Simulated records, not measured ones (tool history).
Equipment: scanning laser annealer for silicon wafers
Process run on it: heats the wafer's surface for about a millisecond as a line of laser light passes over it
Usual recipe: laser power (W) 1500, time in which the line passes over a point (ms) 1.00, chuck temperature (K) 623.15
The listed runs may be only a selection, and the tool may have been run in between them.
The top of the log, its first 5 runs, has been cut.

run   hour  laser power (W)  time in which the line passes over a point (ms)  chuck temperature (K)  hours of work since the window was cleaned  hours of work since the power meter was calibrated  hours of work since the optics were aligned  highest temperature of the surface (K)
      91.7  -- window over the wafer cleaned
  6  101.5             1500                                             1.00                 623.15                                           7                                                 646                                         1325                                 1365.15
  7  123.2             1500                                             1.00                 623.15                                          22                                                 662                                         1340                                 1363.15
  8  145.6             1500                                             1.00                 623.15                                          38                                                 678                                         1356                                 1365.15
  9  169.2             1500                                             1.00                 623.15                                          55                                                 694                                         1373                                 1362.15
 10  193.8             1500                                             1.00                 623.15                                          73                                                 712                                         1391                                 1362.15
 11  207.6             1500                                             1.00                 623.15                                          82                                                 722                                         1400                                 1366.15
 12  229.9             1500                                             1.00                 623.15                                          98                                                 738                                         1416                                 1363.15
 13  244.8             1500                                             1.00                 623.15                                         109                                                 748                                         1427                                 1362.15
 14  263.9             1500                                             1.00                 623.15                                         122                                                 762                                         1440                                 1365.15
 15  288.3             1500                                             1.00                 623.15                                         140                                                 779                                         1458                                 1362.15
 16  307.5             1500                                             1.00                 634.15                                         154                                                 793                                         1472                                 1376.15
 17  325.1             1507                                             1.00                 634.15                                         166                                                 805                                         1484                                 1380.15
 18  350.2             1507                                             1.00                 634.15                                         184                                                 823                                         1502                                 1380.15
 19  369.5             1507                                             1.07                 585.15                                         198                                                 837                                         1516                                 1358.15
 20  394.5             1555                                             0.94                 612.15                                         215                                                 855                                         1533                                 1357.15
 21  419.3             1555                                             0.94                 633.15                                         233                                                 872                                         1551                                 1376.15
 22  434.9             1555                                             0.94                 633.15                                         244                                                 883                                         1562                                 1378.15
 23  459.9             1555                                             0.94                 633.15                                         262                                                 901                                         1580                                 1378.15
 24  478.3             1377                                             0.94                 633.15                                         275                                                 914                                         1593                                 1289.15
 25  496.1             1377                                             0.78                 621.15                                         288                                                 927                                         1606                                 1217.15
 26  508.6             1647                                             1.12                 623.15                                         297                                                 936                                         1615                                 1494.15
     533.4  -- optics aligned, line set to its width
 27  534.0             1424                                             0.94                 621.15                                         311                                                 950                                            0                                 1302.15
 28  554.9             1424                                             0.94                 621.15                                         326                                                 965                                           15                                 1300.15
 29  566.7             1500                                             1.00                 594.15                                         334                                                 974                                           24                                 1336.15
 30  582.2             1390                                             0.87                 653.15                                         345                                                 985                                           35                                 1290.15

Each row is a separate what-if for the run after 30, all from the same tool condition, not one after another. Results?
  A  597.4             1500                                             1.00                 639.15                                         356                                                 995                                           46                                       ?
  B  597.4             1591                                             1.00                 654.15                                         356                                                 995                                           46                                       ?
  C  597.4             1343                                             1.00                 623.15                                         356                                                 995                                           46                                       ?
  D  597.4             1390                                             0.80                 653.15                                         356                                                 995                                           46                                       ?

run  highest temperature of the surface (K)
  A                                 1381.15
  B                                 1442.15
  C                                 1284.15
  D                                 1263.15
Stripped of hidden state, with their random variation kept, the same runs would have yielded:
run  highest temperature of the surface (K)
  A                                 1382.15
  B                                 1443.15
  C                                 1284.15
  D                                 1263.15

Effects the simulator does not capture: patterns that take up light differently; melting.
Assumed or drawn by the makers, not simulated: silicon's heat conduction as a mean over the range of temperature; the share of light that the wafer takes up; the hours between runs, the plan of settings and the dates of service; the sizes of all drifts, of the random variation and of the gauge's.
